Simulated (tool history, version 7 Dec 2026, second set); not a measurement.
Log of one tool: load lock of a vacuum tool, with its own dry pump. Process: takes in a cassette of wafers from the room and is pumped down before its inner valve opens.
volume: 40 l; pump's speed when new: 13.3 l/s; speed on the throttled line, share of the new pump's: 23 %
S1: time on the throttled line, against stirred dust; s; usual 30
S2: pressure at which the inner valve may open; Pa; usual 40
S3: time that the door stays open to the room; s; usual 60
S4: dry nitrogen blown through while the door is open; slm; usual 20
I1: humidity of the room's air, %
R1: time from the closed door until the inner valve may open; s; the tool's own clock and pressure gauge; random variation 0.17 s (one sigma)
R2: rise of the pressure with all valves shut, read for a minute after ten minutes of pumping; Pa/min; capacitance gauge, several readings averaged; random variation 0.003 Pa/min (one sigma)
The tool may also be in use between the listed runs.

run 1 hour=0.0 | S1=30 S2=40 S3=60 S4=20 | I1=45.4 | R1=46.6 R2=0.248
run 2 hour=118.6 | S1=30 S2=40 S3=60 S4=20 | I1=48.3 | R1=46.6 R2=0.265
run 3 hour=299.0 | S1=30 S2=40 S3=60 S4=6 | I1=48.0 | R1=47.1 R2=0.300
run 4 hour=489.5 | S1=30 S2=49 S3=60 S4=20 | I1=46.3 | R1=46.2 R2=0.297
run 5 hour=642.4 | S1=30 S2=46 S3=60 S4=20 | I1=43.6 | R1=46.4 R2=0.305
run 6 hour=821.8 | S1=30 S2=46 S3=60 S4=20 | I1=45.2 | R1=46.8 R2=0.313
run 7 hour=948.2 | S1=30 S2=46 S3=60 S4=20 | I1=43.1 | R1=46.7 R2=0.325
run 8 hour=1045.9 | S1=30 S2=46 S3=60 S4=20 | I1=44.1 | R1=46.1 R2=0.343
run 9 hour=1204.6 | S1=30 S2=46 S3=60 S4=20 | I1=45.5 | R1=46.7 R2=0.353
-- hour=1362.1 door's seal changed, seat wiped
run 10 hour=1383.9 | S1=30 S2=46 S3=60 S4=20 | I1=46.3 | R1=46.6 R2=0.044
run 11 hour=1511.6 | S1=30 S2=46 S3=60 S4=20 | I1=46.0 | R1=46.7 R2=0.043
run 12 hour=1648.2 | S1=30 S2=40 S3=60 S4=20 | I1=43.3 | R1=47.2 R2=0.045
run 13 hour=1748.8 | S1=30 S2=40 S3=60 S4=20 | I1=49.2 | R1=46.9 R2=0.048
run 14 hour=1935.0 | S1=30 S2=40 S3=60 S4=20 | I1=48.0 | R1=47.3 R2=0.053
run 15 hour=2106.7 | S1=30 S2=40 S3=60 S4=20 | I1=40.3 | R1=47.0 R2=0.050
run 16 hour=2215.8 | S1=30 S2=40 S3=60 S4=20 | I1=42.2 | R1=47.4 R2=0.057
run 17 hour=2396.8 | S1=30 S2=40 S3=60 S4=20 | I1=44.4 | R1=47.4 R2=0.070
run 18 hour=2495.9 | S1=30 S2=40 S3=209 S4=20 | I1=42.5 | R1=47.5 R2=0.103
run 19 hour=2624.3 | S1=30 S2=44 S3=60 S4=20 | I1=42.8 | R1=46.9 R2=0.067
run 20 hour=2799.4 | S1=58 S2=34 S3=189 S4=6 | I1=47.5 | R1=68.8 R2=0.159
run 21 hour=2959.7 | S1=58 S2=34 S3=189 S4=6 | I1=43.7 | R1=69.0 R2=0.146
run 22 hour=3074.9 | S1=58 S2=34 S3=189 S4=6 | I1=46.4 | R1=68.8 R2=0.163
run 23 hour=3253.3 | S1=30 S2=40 S3=233 S4=4 | I1=48.9 | R1=47.4 R2=0.201
run 24 hour=3436.0 | S1=59 S2=40 S3=28 S4=16 | I1=44.3 | R1=69.3 R2=0.091
run 25 hour=3615.8 | S1=36 S2=40 S3=45 S4=20 | I1=46.1 | R1=51.5 R2=0.107
run 26 hour=3736.4 | S1=30 S2=60 S3=183 S4=20 | I1=45.9 | R1=46.1 R2=0.152
run 27 hour=3833.3 | S1=30 S2=60 S3=183 S4=20 | I1=45.1 | R1=46.1 R2=0.148
run 28 hour=3993.4 | S1=30 S2=60 S3=183 S4=20 | I1=46.2 | R1=46.2 R2=0.165
run 29 hour=4142.1 | S1=17 S2=46 S3=188 S4=20 | I1=43.4 | R1=37.1 R2=0.168
run 30 hour=4325.6 | S1=53 S2=56 S3=112 S4=20 | I1=43.7 | R1=64.0 R2=0.151
run 31 hour=4498.6 | S1=53 S2=56 S3=112 S4=20 | I1=46.7 | R1=63.6 R2=0.165
run 32 hour=4628.3 | S1=15 S2=40 S3=60 S4=20 | I1=47.0 | R1=36.1 R2=0.165
run 33 hour=4729.1 | S1=53 S2=39 S3=60 S4=20 | I1=44.7 | R1=64.8 R2=0.169
run 34 hour=4899.9 | S1=15 S2=39 S3=60 S4=32 | I1=44.3 | R1=36.2 R2=0.168
run 35 hour=5087.8 | S1=30 S2=44 S3=60 S4=20 | I1=45.7 | R1=47.2 R2=0.186
run 36 hour=5182.7 | S1=30 S2=45 S3=66 S4=20 | I1=46.4 | R1=47.1 R2=0.195
run 37 hour=5342.2 | S1=30 S2=45 S3=66 S4=20 | I1=43.4 | R1=47.4 R2=0.204
run 38 hour=5511.1 | S1=30 S2=34 S3=66 S4=20 | I1=43.9 | R1=48.4 R2=0.225

Forecast each of these 3 alternatives for the next run:
run A hour=5596.1 | S1=48 S2=68 S3=60 S4=36 | I1=44.7 | R1=? R2=?
run B hour=5596.1 | S1=30 S2=34 S3=84 S4=20 | I1=46.9 | R1=? R2=?
run C hour=5596.1 | S1=30 S2=65 S3=66 S4=20 | I1=41.6 | R1=? R2=?

run=A R1=59.3 R2=0.219
run=B R1=48.0 R2=0.237
run=C R1=45.9 R2=0.232
Without the tool's hidden state the same runs would have given:
run=A R1=58.7 R2=0.029
run=B R1=47.0 R2=0.045
run=C R1=45.1 R2=0.045

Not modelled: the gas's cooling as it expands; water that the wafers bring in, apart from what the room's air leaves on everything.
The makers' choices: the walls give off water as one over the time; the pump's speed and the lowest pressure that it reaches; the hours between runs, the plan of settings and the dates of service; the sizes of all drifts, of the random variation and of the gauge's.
